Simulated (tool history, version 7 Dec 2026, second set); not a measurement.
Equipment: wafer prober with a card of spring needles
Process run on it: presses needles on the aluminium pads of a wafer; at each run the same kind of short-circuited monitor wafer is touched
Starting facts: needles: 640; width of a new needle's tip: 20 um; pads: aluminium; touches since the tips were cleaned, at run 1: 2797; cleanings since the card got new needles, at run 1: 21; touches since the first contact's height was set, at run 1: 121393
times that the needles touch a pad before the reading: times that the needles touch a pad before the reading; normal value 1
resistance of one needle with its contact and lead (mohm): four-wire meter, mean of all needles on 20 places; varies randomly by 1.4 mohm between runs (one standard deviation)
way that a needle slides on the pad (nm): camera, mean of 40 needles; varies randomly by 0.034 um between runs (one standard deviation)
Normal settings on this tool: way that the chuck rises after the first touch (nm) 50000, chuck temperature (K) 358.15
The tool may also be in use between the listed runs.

| run | hour | way that the chuck rises after the first touch (nm) | chuck temperature (K) | times that the needles touch a pad before the reading | touches since the tips were cleaned | cleanings since the card got new needles | touches since the first contact's height was set | resistance of one needle with its contact and lead (mohm) | way that a needle slides on the pad (nm) |
|---|---|---|---|---|---|---|---|---|---|
| 1 | 0.0 | 50000 | 358.15 | 1 | 2797 | 21 | 121393 | 182 | 9560 |
|  | 5.0 | tips cleaned on abrasive film |
| 2 | 7.5 | 50000 | 358.15 | 1 | 1312 | 22 | 125190 | 160 | 9540 |
|  | 15.5 | tips cleaned on abrasive film |
| 3 | 16.7 | 50000 | 358.15 | 3 | 626 | 23 | 129832 | 132 | 9530 |
|  | 25.6 | tips cleaned on abrasive film |
| 4 | 26.0 | 50000 | 358.15 | 3 | 181 | 24 | 134520 | 127 | 9600 |
| 5 | 35.0 | 57000 | 358.15 | 3 | 4811 | 24 | 139150 | 139 | 10930 |
|  | 36.0 | tips cleaned on abrasive film |
| 6 | 41.4 | 57000 | 358.15 | 3 | 2749 | 25 | 142369 | 138 | 10930 |
| 7 | 45.4 | 57000 | 358.15 | 3 | 4775 | 25 | 144395 | 139 | 10830 |
|  | 46.4 | tips cleaned on abrasive film |
| 8 | 54.0 | 50000 | 358.15 | 1 | 3913 | 26 | 148755 | 190 | 9560 |
|  | 56.7 | tips cleaned on abrasive film |
| 9 | 61.8 | 50000 | 358.15 | 1 | 2648 | 27 | 152711 | 178 | 9490 |
|  | 62.6 | height of the first contact set anew |
|  | 67.0 | tips cleaned on abrasive film |
| 10 | 71.2 | 50000 | 358.15 | 1 | 2129 | 28 | 4355 | 179 | 9400 |
|  | 77.3 | tips cleaned on abrasive film |
| 11 | 79.8 | 50000 | 358.15 | 1 | 1293 | 29 | 8700 | 169 | 9370 |
| 12 | 85.7 | 50000 | 358.15 | 1 | 4320 | 29 | 11727 | 189 | 9280 |
|  | 88.0 | tips cleaned on abrasive film |
| 13 | 93.1 | 50000 | 358.15 | 1 | 2609 | 30 | 15474 | 183 | 9320 |
|  | 98.2 | tips cleaned on abrasive film |
| 14 | 98.2 | 50000 | 358.15 | 1 | 0 | 31 | 18029 | 129 | 9370 |
|  | 101.7 | height of the first contact set anew, once more |
| 15 | 104.0 | 50000 | 358.15 | 1 | 2808 | 31 | 1191 | 176 | 9850 |
|  | 108.9 | tips cleaned on abrasive film |
| 16 | 110.1 | 50000 | 358.15 | 1 | 635 | 32 | 4260 | 148 | 9850 |
| 17 | 115.2 | 33000 | 322.15 | 2 | 3210 | 32 | 6835 | 203 | 6530 |
|  | 119.0 | tips cleaned on abrasive film |
| 18 | 123.8 | 39000 | 366.15 | 1 | 2427 | 33 | 11180 | 210 | 7680 |
| 19 | 128.0 | 63000 | 309.15 | 1 | 4605 | 33 | 13358 | 160 | 12390 |
|  | 129.2 | tips cleaned on abrasive film |
| 20 | 134.9 | 43000 | 378.15 | 2 | 2926 | 34 | 16851 | 170 | 8440 |
|  | 139.8 | tips cleaned on abrasive film |
| 21 | 142.0 | 39000 | 311.15 | 1 | 1100 | 35 | 20396 | 180 | 7620 |
| 22 | 147.1 | 34000 | 348.15 | 1 | 3726 | 35 | 23022 | 256 | 6630 |
|  | 150.2 | tips cleaned on abrasive film |
| 23 | 155.7 | 50000 | 307.15 | 2 | 2846 | 36 | 27379 | 151 | 9820 |
|  | 160.4 | tips cleaned on abrasive film |
| 24 | 163.4 | 39000 | 327.15 | 1 | 1552 | 37 | 31270 | 197 | 7630 |
|  | 170.8 | tips cleaned on abrasive film |
| 25 | 172.7 | 33000 | 303.15 | 1 | 939 | 38 | 35940 | 197 | 6430 |
|  | 181.0 | tips cleaned on abrasive film |
| 26 | 182.3 | 33000 | 303.15 | 1 | 656 | 39 | 40813 | 188 | 6390 |

Estimate the outcome of run 27 from the log above:
| 27 | 187.7 | 37000 | 358.15 | 2 | 3423 | 39 | 43580 | ? | ? |

{"run 27": {"resistance of one needle with its contact and lead (mohm)": 192, "way that a needle slides on the pad (nm)": 7190}}
Had the tool carried no hidden state, the very same run would have given resistance of one needle with its contact and lead (mohm) 125, way that a needle slides on the pad (nm) 7310.
